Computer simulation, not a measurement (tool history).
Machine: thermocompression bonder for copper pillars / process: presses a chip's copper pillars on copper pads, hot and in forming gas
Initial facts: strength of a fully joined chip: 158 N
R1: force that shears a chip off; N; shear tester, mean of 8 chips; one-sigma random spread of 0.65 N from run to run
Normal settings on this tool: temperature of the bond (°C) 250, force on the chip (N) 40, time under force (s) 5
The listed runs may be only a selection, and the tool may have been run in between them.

{"run": 1, "hour": 0.0, "temperature of the bond (°C)": 250, "force on the chip (N)": 40, "time under force (s)": 5, "R1": 107.9}
{"run": 2, "hour": 38.8, "temperature of the bond (°C)": 250, "force on the chip (N)": 40, "time under force (s)": 5, "R1": 107.3}
{"run": 3, "hour": 66.5, "temperature of the bond (°C)": 250, "force on the chip (N)": 33, "time under force (s)": 5, "R1": 99.1}
{"run": 4, "hour": 92.9, "temperature of the bond (°C)": 250, "force on the chip (N)": 40, "time under force (s)": 6, "R1": 113.3}
{"run": 5, "hour": 121.1, "temperature of the bond (°C)": 250, "force on the chip (N)": 40, "time under force (s)": 6, "R1": 113}
{"hour": 173.3, "done": "heater calibrated with a thermocouple chip"}
{"run": 6, "hour": 187.1, "temperature of the bond (°C)": 250, "force on the chip (N)": 43, "time under force (s)": 5, "R1": 110.4}
{"run": 7, "hour": 242.7, "temperature of the bond (°C)": 250, "force on the chip (N)": 43, "time under force (s)": 5, "R1": 109.8}
{"run": 8, "hour": 304.1, "temperature of the bond (°C)": 241, "force on the chip (N)": 40, "time under force (s)": 5, "R1": 97.5}
{"run": 9, "hour": 332.3, "temperature of the bond (°C)": 241, "force on the chip (N)": 39, "time under force (s)": 5, "R1": 94.8}
{"run": 10, "hour": 375.1, "temperature of the bond (°C)": 241, "force on the chip (N)": 39, "time under force (s)": 5, "R1": 94.9}
{"hour": 412.1, "done": "force cell calibrated"}
{"run": 11, "hour": 432.1, "temperature of the bond (°C)": 241, "force on the chip (N)": 39, "time under force (s)": 5, "R1": 95.4}
{"hour": 466.9, "done": "forming gas filter changed"}
{"run": 12, "hour": 479.7, "temperature of the bond (°C)": 241, "force on the chip (N)": 39, "time under force (s)": 5, "R1": 95.4}
{"run": 13, "hour": 510.5, "temperature of the bond (°C)": 250, "force on the chip (N)": 40, "time under force (s)": 5, "R1": 105.4}
{"run": 14, "hour": 539.9, "temperature of the bond (°C)": 250, "force on the chip (N)": 40, "time under force (s)": 14, "R1": 131.8}
{"run": 15, "hour": 603.2, "temperature of the bond (°C)": 263, "force on the chip (N)": 58, "time under force (s)": 14, "R1": 145.9}
{"run": 16, "hour": 636.3, "temperature of the bond (°C)": 277, "force on the chip (N)": 58, "time under force (s)": 4, "R1": 135.8}
{"run": 17, "hour": 693.2, "temperature of the bond (°C)": 277, "force on the chip (N)": 58, "time under force (s)": 4, "R1": 135}
{"hour": 730.0, "done": "gauge calibrated"}
{"run": 18, "hour": 741.9, "temperature of the bond (°C)": 277, "force on the chip (N)": 58, "time under force (s)": 4, "R1": 140.7}
{"run": 19, "hour": 792.8, "temperature of the bond (°C)": 224, "force on the chip (N)": 59, "time under force (s)": 4, "R1": 92.8}
{"run": 20, "hour": 854.7, "temperature of the bond (°C)": 230, "force on the chip (N)": 47, "time under force (s)": 14, "R1": 123}
{"run": 21, "hour": 883.8, "temperature of the bond (°C)": 230, "force on the chip (N)": 47, "time under force (s)": 14, "R1": 122.6}
{"run": 22, "hour": 941.4, "temperature of the bond (°C)": 230, "force on the chip (N)": 47, "time under force (s)": 14, "R1": 122.2}
{"run": 23, "hour": 1001.0, "temperature of the bond (°C)": 251, "force on the chip (N)": 39, "time under force (s)": 12, "R1": 130.4}
{"run": 24, "hour": 1056.6, "temperature of the bond (°C)": 247, "force on the chip (N)": 40, "time under force (s)": 3, "R1": 88.9}

Run 25 has not been measured yet. What should we expect?
{"run": 25, "hour": 1097.7, "temperature of the bond (°C)": 247, "force on the chip (N)": 40, "time under force (s)": 3, "R1": "?"}

{"run 25": {"R1": 89.1}}
Take away the tool's hidden state, keep the run-to-run variation as it was, and the same run would have given R1 90.5 N.
